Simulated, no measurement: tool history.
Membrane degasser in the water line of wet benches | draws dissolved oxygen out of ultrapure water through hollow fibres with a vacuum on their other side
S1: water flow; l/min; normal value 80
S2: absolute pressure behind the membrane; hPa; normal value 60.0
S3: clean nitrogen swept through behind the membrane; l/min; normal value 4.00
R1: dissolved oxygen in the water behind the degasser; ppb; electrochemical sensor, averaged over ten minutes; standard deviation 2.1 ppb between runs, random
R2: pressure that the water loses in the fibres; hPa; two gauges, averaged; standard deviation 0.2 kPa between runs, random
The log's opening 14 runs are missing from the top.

Run 15, hour 889.4: usual settings. Result: R1 210.7 ppb, R2 453.2 hPa.
Run 16, hour 976.1: usual settings. Result: R1 209.5 ppb, R2 452.0 hPa.
Run 17, hour 1046.0: usual settings but S2 147.9 hPa, S3 4.66 l/min. Result: R1 510.0 ppb, R2 450.0 hPa.
Run 18, hour 1131.6: usual settings but S1 103 l/min, S2 138.5 hPa, S3 6.38 l/min. Result: R1 539.4 ppb, R2 581.0 hPa.
Run 19, hour 1175.8: usual settings but S1 63 l/min, S2 81.0 hPa, S3 11.02 l/min. Result: R1 107.0 ppb, R2 354.9 hPa.
Run 20, hour 1244.4: usual settings but S1 67 l/min. Result: R1 154.9 ppb, R2 377.6 hPa.
Run 21, hour 1303.5: usual settings but S1 67 l/min, S2 36.0 hPa. Result: R1 66.5 ppb, R2 378.7 hPa.
Run 22, hour 1369.0: usual settings but S1 101 l/min, S2 52.5 hPa, S3 5.94 l/min. Result: R1 242.7 ppb, R2 566.2 hPa.
Run 23, hour 1446.9: usual settings but S3 1.87 l/min. Result: R1 316.0 ppb, R2 448.9 hPa.
Run 24, hour 1538.5: usual settings but S3 1.87 l/min. Result: R1 311.2 ppb, R2 449.3 hPa.
Run 25, hour 1624.1: usual settings but S1 60 l/min, S2 130.1 hPa. Result: R1 353.4 ppb, R2 339.2 hPa.
Run 26, hour 1713.1: usual settings but S1 73 l/min. Result: R1 182.7 ppb, R2 411.1 hPa.
Run 27, hour 1791.6: usual settings but S2 47.0 hPa, S3 2.86 l/min. Result: R1 175.5 ppb, R2 446.5 hPa.
Run 28, hour 1889.7: usual settings but S2 47.0 hPa, S3 2.86 l/min. Result: R1 177.1 ppb, R2 451.0 hPa.
Run 29, hour 1965.6: usual settings but S2 99.3 hPa, S3 2.40 l/min. Result: R1 527.1 ppb, R2 450.4 hPa.
Run 30, hour 2041.4: usual settings but S2 99.3 hPa, S3 2.81 l/min. Result: R1 472.2 ppb, R2 450.6 hPa.
Run 31, hour 2104.7: usual settings but S1 124 l/min, S2 74.9 hPa. Result: R1 531.6 ppb, R2 697.6 hPa.
Run 32, hour 2172.5: usual settings but S3 7.81 l/min. Result: R1 152.4 ppb, R2 448.4 hPa.

Consider 4 possible next runs. They are alternatives, not a sequence: every one starts from the tool as it was left by run 32. What does each give?
Run A, hour 2249.4: usual settings but S3 4.53 l/min. Result: R1 ?, R2 ?.
Run B, hour 2249.4: usual settings but S3 10.15 l/min. Result: R1 ?, R2 ?.
Run C, hour 2249.4: usual settings but S2 143.2 hPa, S3 8.62 l/min. Result: R1 ?, R2 ?.
Run D, hour 2249.4: usual settings but S2 147.0 hPa, S3 2.25 l/min. Result: R1 ?, R2 ?.

run     R1     R2
  A  195.5  447.7
  B  136.0  449.6
  C  321.0  451.7
  D  852.2  448.0
With no hidden state in the tool, these same runs would have given:
run     R1     R2
  A  195.3  447.6
  B  135.9  449.5
  C  320.9  451.6
  D  852.0  447.9
